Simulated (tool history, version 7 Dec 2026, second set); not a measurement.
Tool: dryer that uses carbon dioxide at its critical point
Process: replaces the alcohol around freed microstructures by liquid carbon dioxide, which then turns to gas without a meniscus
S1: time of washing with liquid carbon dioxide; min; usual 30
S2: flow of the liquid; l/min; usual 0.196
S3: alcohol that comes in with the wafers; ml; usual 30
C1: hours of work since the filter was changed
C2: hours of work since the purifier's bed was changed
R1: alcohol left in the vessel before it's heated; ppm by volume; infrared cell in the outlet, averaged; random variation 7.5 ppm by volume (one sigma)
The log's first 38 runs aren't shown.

| run | day | S1 | S2 | S3 | C1 | C2 | R1 |
|---|---|---|---|---|---|---|---|
| 39 | 23.342 | 23 | 0.218 | 30 | 235 | 459 | 1103 |
| 40 | 23.817 | 23 | 0.260 | 30 | 241 | 465 | 603 |
| 41 | 24.192 | 30 | 0.246 | 30 | 246 | 470 | 278 |
| 42 | 24.888 | 24 | 0.173 | 30 | 254 | 479 | 1951 |
| 43 | 25.529 | 30 | 0.122 | 25 | 262 | 487 | 2218 |
| 44 | 25.912 | 33 | 0.330 | 55 | 267 | 492 | 113 |
| 45 | 26.758 | 45 | 0.194 | 44 | 278 | 502 | 198 |
| 46 | 27.325 | 45 | 0.194 | 44 | 285 | 509 | 216 |
| 47 | 27.683 | 35 | 0.291 | 30 | 290 | 514 | 112 |

4 ways to go on from here, each from the tool as it stands after run 47. What would each give?
| A | 28.162 | 19 | 0.165 | 35 | 296 | 520 | ? |
| B | 28.162 | 21 | 0.196 | 32 | 296 | 520 | ? |
| C | 28.162 | 40 | 0.172 | 30 | 296 | 520 | ? |
| D | 28.162 | 30 | 0.275 | 95 | 296 | 520 | ? |

| run | R1 |
|---|---|
| A | 4643 |
| B | 2290 |
| C | 414 |
| D | 523 |
Without the tool's hidden state the same runs would have given:
| run | R1 |
|---|---|
| A | 3393 |
| B | 1504 |
| C | 184 |
| D | 214 |
